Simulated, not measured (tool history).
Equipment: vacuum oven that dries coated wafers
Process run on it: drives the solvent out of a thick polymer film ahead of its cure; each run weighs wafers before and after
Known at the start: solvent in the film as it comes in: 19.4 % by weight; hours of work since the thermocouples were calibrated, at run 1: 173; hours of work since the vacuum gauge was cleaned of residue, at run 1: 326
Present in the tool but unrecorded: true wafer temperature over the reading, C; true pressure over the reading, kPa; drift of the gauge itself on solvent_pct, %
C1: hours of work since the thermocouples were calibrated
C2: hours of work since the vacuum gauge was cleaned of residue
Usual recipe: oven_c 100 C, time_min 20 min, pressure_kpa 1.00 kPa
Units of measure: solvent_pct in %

run 1 hour=0.0 | oven_c=100 time_min=20 pressure_kpa=1.00 | C1=173 C2=326 | solvent_pct=4.78
run 2 hour=77.8 | oven_c=100 time_min=20 pressure_kpa=1.00 | C1=209 C2=362 | solvent_pct=4.73
run 3 hour=139.1 | oven_c=100 time_min=20 pressure_kpa=0.57 | C1=237 C2=390 | solvent_pct=4.53
run 4 hour=218.5 | oven_c=100 time_min=20 pressure_kpa=1.00 | C1=274 C2=427 | solvent_pct=4.62
run 5 hour=303.0 | oven_c=100 time_min=20 pressure_kpa=1.00 | C1=313 C2=466 | solvent_pct=4.63
run 6 hour=390.6 | oven_c=100 time_min=20 pressure_kpa=1.00 | C1=353 C2=506 | solvent_pct=4.60
run 7 hour=460.6 | oven_c=100 time_min=20 pressure_kpa=1.00 | C1=385 C2=538 | solvent_pct=4.62
run 8 hour=497.2 | oven_c=100 time_min=20 pressure_kpa=1.00 | C1=402 C2=555 | solvent_pct=4.77
run 9 hour=575.6 | oven_c=100 time_min=20 pressure_kpa=1.00 | C1=438 C2=591 | solvent_pct=4.60
run 10 hour=658.9 | oven_c=100 time_min=20 pressure_kpa=1.00 | C1=476 C2=629 | solvent_pct=4.58
run 11 hour=711.5 | oven_c=100 time_min=20 pressure_kpa=1.00 | C1=501 C2=654 | solvent_pct=4.63
run 12 hour=790.0 | oven_c=100 time_min=20 pressure_kpa=1.00 | C1=537 C2=690 | solvent_pct=4.56
-- hour=795.9 oven's thermocouples calibrated
run 13 hour=832.2 | oven_c=100 time_min=20 pressure_kpa=1.00 | C1=17 C2=708 | solvent_pct=4.51
run 14 hour=872.3 | oven_c=100 time_min=20 pressure_kpa=1.00 | C1=35 C2=727 | solvent_pct=4.52
run 15 hour=919.0 | oven_c=92 time_min=23 pressure_kpa=1.12 | C1=57 C2=748 | solvent_pct=7.08
run 16 hour=958.9 | oven_c=97 time_min=27 pressure_kpa=0.55 | C1=75 C2=767 | solvent_pct=3.88
run 17 hour=1041.0 | oven_c=109 time_min=31 pressure_kpa=1.30 | C1=113 C2=804 | solvent_pct=0.89
run 18 hour=1107.6 | oven_c=100 time_min=20 pressure_kpa=1.85 | C1=144 C2=835 | solvent_pct=4.92
run 19 hour=1191.6 | oven_c=95 time_min=10 pressure_kpa=1.00 | C1=182 C2=874 | solvent_pct=10.02

Run 20, settings as shown, results not yet in. Your forecast:
run 20 hour=1243.7 | oven_c=86 time_min=16 pressure_kpa=1.43 | C1=206 C2=898 | solvent_pct=?

solvent_pct: 11.55 %
Minus the tool's unlogged condition, the same run would have read solvent_pct 11.76 %.
